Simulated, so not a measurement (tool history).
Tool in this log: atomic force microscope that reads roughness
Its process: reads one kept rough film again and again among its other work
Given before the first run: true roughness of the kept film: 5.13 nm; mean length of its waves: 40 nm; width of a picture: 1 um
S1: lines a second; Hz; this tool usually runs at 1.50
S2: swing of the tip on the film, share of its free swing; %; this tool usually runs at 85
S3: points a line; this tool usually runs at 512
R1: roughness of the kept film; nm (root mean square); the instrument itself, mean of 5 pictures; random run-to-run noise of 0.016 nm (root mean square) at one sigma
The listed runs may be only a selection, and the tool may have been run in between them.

run	hour	S1	S2	S3	R1
1	0.0	1.50	85	512	3.982
# hour 8.0: new tip fitted
2	12.6	1.50	85	512	3.980
3	23.0	1.50	85	512	3.994
4	35.3	1.50	85	512	3.990
5	43.3	1.50	85	512	3.960
# hour 52.7: new tip fitted
6	54.8	1.50	85	512	3.997
7	66.6	0.51	85	512	4.343
8	72.0	0.51	85	512	4.317
9	81.2	0.51	85	512	4.310
10	92.7	0.51	85	512	4.320
# hour 97.3: new tip fitted
11	103.1	0.51	85	512	4.353
12	111.4	0.51	85	512	4.339
13	120.2	0.51	85	512	4.344
14	127.8	0.51	85	512	4.335
15	134.7	0.51	85	512	4.321
# hour 141.3: new tip fitted
16	143.7	0.51	85	512	4.328
17	149.2	0.51	85	512	4.322
18	155.4	3.38	61	512	4.195
19	162.2	0.73	85	324	4.254
20	171.4	1.02	74	512	4.296
21	180.4	1.02	74	512	4.284
# hour 185.7: new tip fitted
22	190.9	2.11	56	841	4.384
23	200.1	2.11	56	841	4.365
24	205.3	1.31	89	841	3.990
25	212.3	3.50	89	841	3.264
26	218.5	3.50	89	841	3.284
27	225.7	0.65	78	979	4.384
# hour 229.9: new tip fitted
28	238.1	0.65	78	979	4.346
29	245.5	0.65	78	979	4.350
30	251.0	1.50	78	405	4.136

5 ways to go on from here, each from the tool as it stands after run 30. What would each give?
A	258.5	1.50	64	512	?
B	258.5	1.41	78	571	?
C	258.5	1.23	85	949	?
D	258.5	2.34	78	990	?
E	258.5	1.09	85	536	?

run	R1
A	4.349
B	4.137
C	4.068
D	3.933
E	4.122
Had the tool no hidden state, the same runs would have come out as:
run	R1
A	4.366
B	4.153
C	4.083
D	3.948
E	4.138
